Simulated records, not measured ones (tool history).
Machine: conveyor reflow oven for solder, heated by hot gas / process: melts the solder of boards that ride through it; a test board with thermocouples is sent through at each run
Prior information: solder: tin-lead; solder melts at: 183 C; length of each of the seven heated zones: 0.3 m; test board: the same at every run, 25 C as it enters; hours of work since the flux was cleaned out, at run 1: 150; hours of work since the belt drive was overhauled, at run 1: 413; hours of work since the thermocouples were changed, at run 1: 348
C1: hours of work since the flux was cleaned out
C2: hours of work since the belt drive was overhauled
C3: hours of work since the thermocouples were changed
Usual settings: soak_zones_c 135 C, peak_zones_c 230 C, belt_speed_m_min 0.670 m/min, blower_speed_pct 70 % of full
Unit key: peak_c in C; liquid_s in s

Run 1, hour 0.0: usual settings; C1 150; C2 413; C3 348. Result: peak_c 210.6 C, liquid_s 35.1 s.
Run 2, hour 19.0: usual settings; C1 160; C2 423; C3 358. Result: peak_c 210.2 C, liquid_s 35.2 s.
Run 3, hour 28.9: usual settings but soak_zones_c 128 C; C1 164; C2 428; C3 363. Result: peak_c 208.6 C, liquid_s 32.4 s.
Run 4, hour 39.9: usual settings but soak_zones_c 128 C; C1 170; C2 433; C3 368. Result: peak_c 209.4 C, liquid_s 32.6 s.
Run 5, hour 53.0: usual settings but soak_zones_c 128 C; C1 176; C2 440; C3 374. Result: peak_c 209.0 C, liquid_s 32.4 s.
Run 6, hour 65.0: usual settings but soak_zones_c 128 C; C1 182; C2 446; C3 380. Result: peak_c 208.8 C, liquid_s 32.6 s.
Run 7, hour 81.0: usual settings but soak_zones_c 120 C; C1 190; C2 454; C3 388. Result: peak_c 206.6 C, liquid_s 29.2 s.
Run 8, hour 94.8: usual settings; C1 197; C2 460; C3 395. Result: peak_c 209.9 C, liquid_s 34.8 s.
Run 9, hour 113.6: usual settings; C1 207; C2 470; C3 405. Result: peak_c 210.2 C, liquid_s 34.7 s.
Run 10, hour 131.4: usual settings; C1 215; C2 479; C3 413. Result: peak_c 209.6 C, liquid_s 34.6 s.
Run 11, hour 144.8: usual settings; C1 222; C2 485; C3 420. Result: peak_c 209.6 C, liquid_s 34.5 s.
Run 12, hour 169.2: usual settings; C1 234; C2 497; C3 432. Result: peak_c 209.5 C, liquid_s 34.3 s.
At hour 176.2: flux residue cleaned out of gas plates and filters.
Run 13, hour 192.2: usual settings but peak_zones_c 227 C; C1 8; C2 506; C3 441. Result: peak_c 209.2 C, liquid_s 34.8 s.
Run 14, hour 206.3: usual settings; C1 15; C2 513; C3 448. Result: peak_c 211.9 C, liquid_s 36.3 s.
Run 15, hour 224.0: usual settings but belt_speed_m_min 0.754 m/min; C1 24; C2 522; C3 457. Result: peak_c 207.4 C, liquid_s 29.2 s.
Run 16, hour 234.0: usual settings but belt_speed_m_min 0.754 m/min; C1 29; C2 527; C3 462. Result: peak_c 207.9 C, liquid_s 29.0 s.
Run 17, hour 247.1: usual settings but soak_zones_c 140 C, belt_speed_m_min 0.758 m/min; C1 35; C2 534; C3 468. Result: peak_c 208.4 C, liquid_s 30.6 s.
Run 18, hour 267.8: usual settings but soak_zones_c 123 C, peak_zones_c 222 C, belt_speed_m_min 0.704 m/min, blower_speed_pct 53 % of full; C1 46; C2 544; C3 479. Result: peak_c 193.4 C, liquid_s 14.6 s.
Run 19, hour 284.0: usual settings but soak_zones_c 123 C, peak_zones_c 238 C, belt_speed_m_min 0.704 m/min, blower_speed_pct 53 % of full; C1 54; C2 552; C3 487. Result: peak_c 205.7 C, liquid_s 26.6 s.
Run 20, hour 298.4: usual settings but blower_speed_pct 56 % of full; C1 61; C2 559; C3 494. Result: peak_c 206.3 C, liquid_s 31.4 s.
Run 21, hour 316.3: usual settings but peak_zones_c 244 C, blower_speed_pct 77 % of full; C1 70; C2 568; C3 503. Result: peak_c 225.0 C, liquid_s 44.0 s.
Run 22, hour 338.4: usual settings but peak_zones_c 244 C, blower_speed_pct 77 % of full; C1 81; C2 579; C3 514. Result: peak_c 225.3 C, liquid_s 43.6 s.
Run 23, hour 359.4: usual settings but peak_zones_c 237 C, belt_speed_m_min 0.710 m/min, blower_speed_pct 62 % of full; C1 91; C2 590; C3 524. Result: peak_c 211.8 C, liquid_s 33.3 s.
Run 24, hour 380.4: usual settings but peak_zones_c 237 C, belt_speed_m_min 0.694 m/min, blower_speed_pct 62 % of full; C1 102; C2 600; C3 535. Result: peak_c 212.5 C, liquid_s 34.5 s.
Run 25, hour 392.5: usual settings but peak_zones_c 238 C, belt_speed_m_min 0.658 m/min, blower_speed_pct 63 % of full; C1 107; C2 606; C3 541. Result: peak_c 215.4 C, liquid_s 39.0 s.
Run 26, hour 406.6: usual settings but soak_zones_c 126 C, peak_zones_c 228 C, belt_speed_m_min 0.673 m/min, blower_speed_pct 81 % of full; C1 115; C2 613; C3 548. Result: peak_c 209.9 C, liquid_s 33.7 s.
Run 27, hour 429.1: usual settings but soak_zones_c 130 C, peak_zones_c 239 C, belt_speed_m_min 0.686 m/min, blower_speed_pct 81 % of full; C1 126; C2 624; C3 559. Result: peak_c 220.2 C, liquid_s 39.1 s.
Run 28, hour 450.6: usual settings but soak_zones_c 130 C, peak_zones_c 239 C, belt_speed_m_min 0.686 m/min, blower_speed_pct 81 % of full; C1 136; C2 635; C3 570. Result: peak_c 219.6 C, liquid_s 39.1 s.
Run 29, hour 467.6: usual settings but soak_zones_c 124 C, peak_zones_c 220 C, belt_speed_m_min 0.543 m/min, blower_speed_pct 69 % of full; C1 145; C2 643; C3 578. Result: peak_c 205.8 C, liquid_s 38.1 s.
Run 30, hour 479.1: usual settings but soak_zones_c 137 C, peak_zones_c 239 C, belt_speed_m_min 0.718 m/min, blower_speed_pct 74 % of full; C1 151; C2 649; C3 584. Result: peak_c 216.7 C, liquid_s 37.0 s.
Run 31, hour 503.4: usual settings but soak_zones_c 139 C, peak_zones_c 232 C, belt_speed_m_min 0.645 m/min; C1 163; C2 661; C3 596. Result: peak_c 213.7 C, liquid_s 40.2 s.

Below are 3 alternative next runs, each starting from the tool's condition after run 31. Predict each:
Run A, hour 520.2: usual settings but soak_zones_c 121 C, peak_zones_c 244 C; C1 171; C2 669; C3 604. Result: peak_c ?, liquid_s ?.
Run B, hour 520.2: usual settings but peak_zones_c 220 C; C1 171; C2 669; C3 604. Result: peak_c ?, liquid_s ?.
Run C, hour 520.2: usual settings but soak_zones_c 127 C, peak_zones_c 236 C, belt_speed_m_min 0.779 m/min; C1 171; C2 669; C3 604. Result: peak_c ?, liquid_s ?.

run  peak_c  liquid_s
  A   218.9      37.0
  B   201.9      28.5
  C   207.0      26.0
With no hidden state in the tool, these same runs would have given:
run  peak_c  liquid_s
  A   222.0      38.5
  B   204.4      30.8
  C   210.2      28.0

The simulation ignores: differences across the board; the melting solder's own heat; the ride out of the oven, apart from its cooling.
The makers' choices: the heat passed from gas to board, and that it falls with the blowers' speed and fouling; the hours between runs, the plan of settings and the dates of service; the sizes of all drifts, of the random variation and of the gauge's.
